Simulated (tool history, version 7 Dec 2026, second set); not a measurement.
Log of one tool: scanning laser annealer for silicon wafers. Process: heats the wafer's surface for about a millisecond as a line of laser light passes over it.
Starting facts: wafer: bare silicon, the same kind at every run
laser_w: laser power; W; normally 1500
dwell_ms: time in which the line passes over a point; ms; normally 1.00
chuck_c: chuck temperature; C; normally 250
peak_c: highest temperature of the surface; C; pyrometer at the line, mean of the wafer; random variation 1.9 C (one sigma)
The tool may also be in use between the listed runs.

Run 1, hour 0.0: usual settings. Result: peak_c 1030 C.
At hour 50.0: window over the wafer cleaned.
Run 2, hour 65.6: usual settings. Result: peak_c 1077 C.
Run 3, hour 133.0: usual settings. Result: peak_c 1071 C.
Run 4, hour 206.5: usual settings. Result: peak_c 1065 C.
Run 5, hour 249.7: usual settings. Result: peak_c 1065 C.
Run 6, hour 325.8: usual settings. Result: peak_c 1060 C.
Run 7, hour 406.7: usual settings but laser_w 1642 W. Result: peak_c 1149 C.
Run 8, hour 482.0: usual settings. Result: peak_c 1045 C.
Run 9, hour 559.7: usual settings. Result: peak_c 1039 C.
Run 10, hour 622.3: usual settings. Result: peak_c 1034 C.
Run 11, hour 663.9: usual settings. Result: peak_c 1029 C.
Run 12, hour 702.6: usual settings but dwell_ms 0.96 ms. Result: peak_c 1009 C.
At hour 714.5: optics aligned, line set to its width.
Run 13, hour 769.1: usual settings but dwell_ms 0.96 ms. Result: peak_c 995 C.
Run 14, hour 831.0: usual settings but laser_w 1499 W. Result: peak_c 1005 C.
At hour 885.8: window over the wafer cleaned.
Run 15, hour 900.4: usual settings but laser_w 1499 W. Result: peak_c 1052 C.
At hour 952.5: optics aligned, line set to its width, once more.
Run 16, hour 970.4: usual settings but laser_w 1499 W. Result: peak_c 1083 C.
Run 17, hour 1025.1: usual settings but laser_w 1499 W. Result: peak_c 1080 C.
Run 18, hour 1079.0: usual settings but laser_w 1499 W. Result: peak_c 1075 C.
Run 19, hour 1136.4: usual settings. Result: peak_c 1073 C.
Run 20, hour 1176.5: usual settings. Result: peak_c 1072 C.
Run 21, hour 1217.2: usual settings but laser_w 1579 W, dwell_ms 1.01 ms, chuck_c 264 C. Result: peak_c 1142 C.
Run 22, hour 1287.3: usual settings but laser_w 1631 W, dwell_ms 1.22 ms, chuck_c 262 C. Result: peak_c 1260 C.
Run 23, hour 1325.4: usual settings but dwell_ms 0.99 ms. Result: peak_c 1055 C.
Run 24, hour 1365.4: usual settings but laser_w 1473 W, dwell_ms 0.80 ms, chuck_c 282 C. Result: peak_c 986 C.
Run 25, hour 1432.2: usual settings but laser_w 1456 W. Result: peak_c 1020 C.
Run 26, hour 1475.2: usual settings but laser_w 1585 W, dwell_ms 0.89 ms. Result: peak_c 1059 C.
Run 27, hour 1512.0: usual settings but laser_w 1371 W, dwell_ms 0.75 ms, chuck_c 232 C. Result: peak_c 845 C.
Run 28, hour 1570.6: usual settings but laser_w 1308 W, dwell_ms 1.20 ms, chuck_c 276 C. Result: peak_c 996 C.
Run 29, hour 1634.5: usual settings but laser_w 1308 W, dwell_ms 1.20 ms, chuck_c 261 C. Result: peak_c 977 C.
At hour 1721.2: window over the wafer cleaned.
Run 30, hour 1721.2: usual settings but laser_w 1304 W, dwell_ms 1.20 ms, chuck_c 253 C. Result: peak_c 1010 C.
Run 31, hour 1759.3: usual settings but laser_w 1304 W, dwell_ms 1.20 ms, chuck_c 253 C. Result: peak_c 1010 C.
Run 32, hour 1836.1: usual settings but laser_w 1304 W, dwell_ms 1.19 ms, chuck_c 267 C. Result: peak_c 1015 C.
Run 33, hour 1877.7: usual settings but laser_w 1351 W, dwell_ms 1.19 ms, chuck_c 267 C. Result: peak_c 1045 C.
Run 34, hour 1914.7: usual settings but laser_w 1351 W, dwell_ms 1.19 ms, chuck_c 267 C. Result: peak_c 1046 C.
Run 35, hour 1981.7: usual settings but laser_w 1643 W, dwell_ms 0.94 ms, chuck_c 252 C. Result: peak_c 1137 C.
Run 36, hour 2022.7: usual settings but laser_w 1482 W, dwell_ms 0.85 ms, chuck_c 240 C. Result: peak_c 975 C.
Run 37, hour 2089.2: usual settings but laser_w 1498 W. Result: peak_c 1053 C.
At hour 2115.0: optics aligned, line set to its width.
Run 38, hour 2148.3: usual settings but laser_w 1427 W, dwell_ms 0.75 ms, chuck_c 261 C. Result: peak_c 923 C.
Run 39, hour 2185.7: usual settings but dwell_ms 1.24 ms, chuck_c 239 C. Result: peak_c 1144 C.

For each run, the measured value with the value that run would have given without the tool's hidden condition subtracted. The run-to-run variation is shared by both, the gauge scatter possibly not:
Hidden state present: light that passes the window, % of a clean one's; laser's true power over the reading, %; width of the line over the set one, %; drift of the gauge itself on peak_c, C.
run  peak_c
  1     -56
  2      -7
  3     -13
  4     -19
  5     -22
  6     -28
  7     -38
  8     -39
  9     -45
 10     -50
 11     -54
 12     -56
 13     -70
 14     -76
 15     -29
 16      +1
 17      -3
 18      -7
 19     -12
 20     -15
 21     -20
 22     -30
 23     -26
 24     -26
 25     -34
 26     -39
 27     -31
 28     -41
 29     -46
 30      -2
 31      -4
 32      -9
 33     -13
 34     -15
 35     -23
 36     -22
 37     -30
 38     -14
 39     -22
